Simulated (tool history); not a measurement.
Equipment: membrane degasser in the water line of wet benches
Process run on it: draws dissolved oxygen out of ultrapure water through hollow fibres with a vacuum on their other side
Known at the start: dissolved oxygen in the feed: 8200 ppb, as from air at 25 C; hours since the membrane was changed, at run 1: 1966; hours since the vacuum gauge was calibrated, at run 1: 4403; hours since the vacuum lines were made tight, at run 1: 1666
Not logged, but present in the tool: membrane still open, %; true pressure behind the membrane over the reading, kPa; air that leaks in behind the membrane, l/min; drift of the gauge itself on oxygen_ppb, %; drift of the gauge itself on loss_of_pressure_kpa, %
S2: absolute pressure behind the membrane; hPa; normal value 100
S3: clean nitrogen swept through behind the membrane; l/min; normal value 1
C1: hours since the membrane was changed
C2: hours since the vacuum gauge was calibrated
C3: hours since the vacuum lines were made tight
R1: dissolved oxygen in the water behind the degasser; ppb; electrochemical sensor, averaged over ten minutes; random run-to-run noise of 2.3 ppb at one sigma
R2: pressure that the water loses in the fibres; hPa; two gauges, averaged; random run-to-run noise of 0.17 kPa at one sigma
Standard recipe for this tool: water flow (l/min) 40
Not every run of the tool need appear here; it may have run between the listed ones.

{"run": 1, "hour": 0.0, "water flow (l/min)": 40, "S2": 100, "S3": 1, "C1": 1966, "C2": 4403, "C3": 1666, "R1": 563.1, "R2": 399.7}
{"run": 2, "hour": 139.4, "water flow (l/min)": 40, "S2": 100, "S3": 1, "C1": 2105, "C2": 4542, "C3": 1805, "R1": 566.6, "R2": 399.5}
{"run": 3, "hour": 315.4, "water flow (l/min)": 37, "S2": 100, "S3": 1, "C1": 2281, "C2": 4718, "C3": 1982, "R1": 533, "R2": 372.2}
{"run": 4, "hour": 434.4, "water flow (l/min)": 37, "S2": 100, "S3": 1, "C1": 2400, "C2": 4837, "C3": 2100, "R1": 535, "R2": 374.8}
{"run": 5, "hour": 591.4, "water flow (l/min)": 37, "S2": 100, "S3": 1, "C1": 2557, "C2": 4994, "C3": 2258, "R1": 534.6, "R2": 374.3}
{"run": 6, "hour": 736.1, "water flow (l/min)": 40, "S2": 100, "S3": 1, "C1": 2702, "C2": 5139, "C3": 2402, "R1": 573.8, "R2": 404.4}
{"run": 7, "hour": 862.1, "water flow (l/min)": 40, "S2": 100, "S3": 1, "C1": 2828, "C2": 5265, "C3": 2528, "R1": 573.2, "R2": 408.5}
{"run": 8, "hour": 1006.3, "water flow (l/min)": 40, "S2": 100, "S3": 1, "C1": 2972, "C2": 5409, "C3": 2672, "R1": 577, "R2": 408.5}
{"run": 9, "hour": 1273.7, "water flow (l/min)": 29, "S2": 100, "S3": 1, "C1": 3240, "C2": 5677, "C3": 2940, "R1": 437, "R2": 291.4}
{"run": 10, "hour": 1543.7, "water flow (l/min)": 40, "S2": 100, "S3": 1.31, "C1": 3510, "C2": 5947, "C3": 3210, "R1": 474.8, "R2": 405.1}
{"run": 11, "hour": 1682.9, "water flow (l/min)": 40, "S2": 100, "S3": 1.31, "C1": 3649, "C2": 6086, "C3": 3349, "R1": 475.9, "R2": 406.7}
{"run": 12, "hour": 1839.7, "water flow (l/min)": 40, "S2": 100, "S3": 1.31, "C1": 3806, "C2": 6243, "C3": 3506, "R1": 476.6, "R2": 408}
{"hour": 1881.5, "done": "vacuum gauge calibrated"}
{"run": 13, "hour": 2008.5, "water flow (l/min)": 40, "S2": 100, "S3": 1.31, "C1": 3974, "C2": 127, "C3": 3674, "R1": 442, "R2": 405.3}
{"run": 14, "hour": 2216.2, "water flow (l/min)": 27, "S2": 100, "S3": 1, "C1": 4182, "C2": 335, "C3": 3882, "R1": 386.6, "R2": 277.7}
{"run": 15, "hour": 2419.6, "water flow (l/min)": 27, "S2": 100, "S3": 1, "C1": 4385, "C2": 538, "C3": 4085, "R1": 389, "R2": 274.9}
{"run": 16, "hour": 2615.6, "water flow (l/min)": 27, "S2": 100, "S3": 1, "C1": 4581, "C2": 734, "C3": 4281, "R1": 388.8, "R2": 276.8}
{"hour": 2629.4, "done": "seals of the vacuum lines changed"}
{"run": 17, "hour": 2791.6, "water flow (l/min)": 44, "S2": 62, "S3": 0.47, "C1": 4755, "C2": 908, "C3": 162, "R1": 470.6, "R2": 453.6}
{"run": 18, "hour": 3043.0, "water flow (l/min)": 42, "S2": 100, "S3": 1, "C1": 5007, "C2": 1159, "C3": 414, "R1": 571, "R2": 438.7}
{"run": 19, "hour": 3188.9, "water flow (l/min)": 42, "S2": 100, "S3": 1, "C1": 5152, "C2": 1305, "C3": 559, "R1": 569.6, "R2": 434.9}
{"run": 20, "hour": 3337.8, "water flow (l/min)": 42, "S2": 100, "S3": 1, "C1": 5301, "C2": 1454, "C3": 708, "R1": 572.4, "R2": 436.4}
{"run": 21, "hour": 3590.9, "water flow (l/min)": 42, "S2": 100, "S3": 1, "C1": 5554, "C2": 1707, "C3": 961, "R1": 576.5, "R2": 436.8}
{"run": 22, "hour": 3782.7, "water flow (l/min)": 42, "S2": 100, "S3": 1, "C1": 5746, "C2": 1899, "C3": 1153, "R1": 581.1, "R2": 437.3}
{"run": 23, "hour": 3975.5, "water flow (l/min)": 28, "S2": 68, "S3": 1.52, "C1": 5939, "C2": 2092, "C3": 1346, "R1": 162.9, "R2": 295.5}
{"run": 24, "hour": 4122.7, "water flow (l/min)": 32, "S2": 201, "S3": 0.48, "C1": 6086, "C2": 2239, "C3": 1493, "R1": 1730, "R2": 336.9}
{"run": 25, "hour": 4402.8, "water flow (l/min)": 62, "S2": 99, "S3": 1.03, "C1": 6366, "C2": 2519, "C3": 1773, "R1": 784.4, "R2": 652.5}
{"run": 26, "hour": 4539.5, "water flow (l/min)": 25, "S2": 157, "S3": 1.03, "C1": 6503, "C2": 2656, "C3": 1910, "R1": 633, "R2": 264.9}
{"run": 27, "hour": 4700.2, "water flow (l/min)": 25, "S2": 157, "S3": 1.03, "C1": 6664, "C2": 2817, "C3": 2071, "R1": 636.7, "R2": 264.5}
{"run": 28, "hour": 4930.2, "water flow (l/min)": 41, "S2": 146, "S3": 2.76, "C1": 6894, "C2": 3047, "C3": 2301, "R1": 412.6, "R2": 435.3}
{"run": 29, "hour": 5049.7, "water flow (l/min)": 28, "S2": 100, "S3": 0.91, "C1": 7013, "C2": 3166, "C3": 2420, "R1": 448.2, "R2": 300.1}
{"run": 30, "hour": 5303.6, "water flow (l/min)": 40, "S2": 64, "S3": 2.32, "C1": 7267, "C2": 3420, "C3": 2674, "R1": 165.6, "R2": 420.9}
{"run": 31, "hour": 5429.6, "water flow (l/min)": 29, "S2": 100, "S3": 1.92, "C1": 7393, "C2": 3546, "C3": 2800, "R1": 254.7, "R2": 309.1}
{"run": 32, "hour": 5634.8, "water flow (l/min)": 29, "S2": 100, "S3": 1.92, "C1": 7598, "C2": 3751, "C3": 3005, "R1": 254.5, "R2": 307.3}

Branching from run 32: 3 alternative next runs. What would each branch give?
{"run": "A", "hour": 5831.0, "water flow (l/min)": 40, "S2": 76, "S3": 1, "C1": 7795, "C2": 3947, "C3": 3202, "R1": "?", "R2": "?"}
{"run": "B", "hour": 5831.0, "water flow (l/min)": 29, "S2": 100, "S3": 0.46, "C1": 7795, "C2": 3947, "C3": 3202, "R1": "?", "R2": "?"}
{"run": "C", "hour": 5831.0, "water flow (l/min)": 31, "S2": 61, "S3": 1, "C1": 7795, "C2": 3947, "C3": 3202, "R1": "?", "R2": "?"}

run=A R1=399 R2=427.5
run=B R1=770.3 R2=307
run=C R1=224.1 R2=330.6
Take away the tool's hidden state, keep each run's random variation, and the runs would have read:
run=A R1=358 R2=392.4
run=B R1=727.2 R2=281.6
run=C R1=192.8 R2=303.4

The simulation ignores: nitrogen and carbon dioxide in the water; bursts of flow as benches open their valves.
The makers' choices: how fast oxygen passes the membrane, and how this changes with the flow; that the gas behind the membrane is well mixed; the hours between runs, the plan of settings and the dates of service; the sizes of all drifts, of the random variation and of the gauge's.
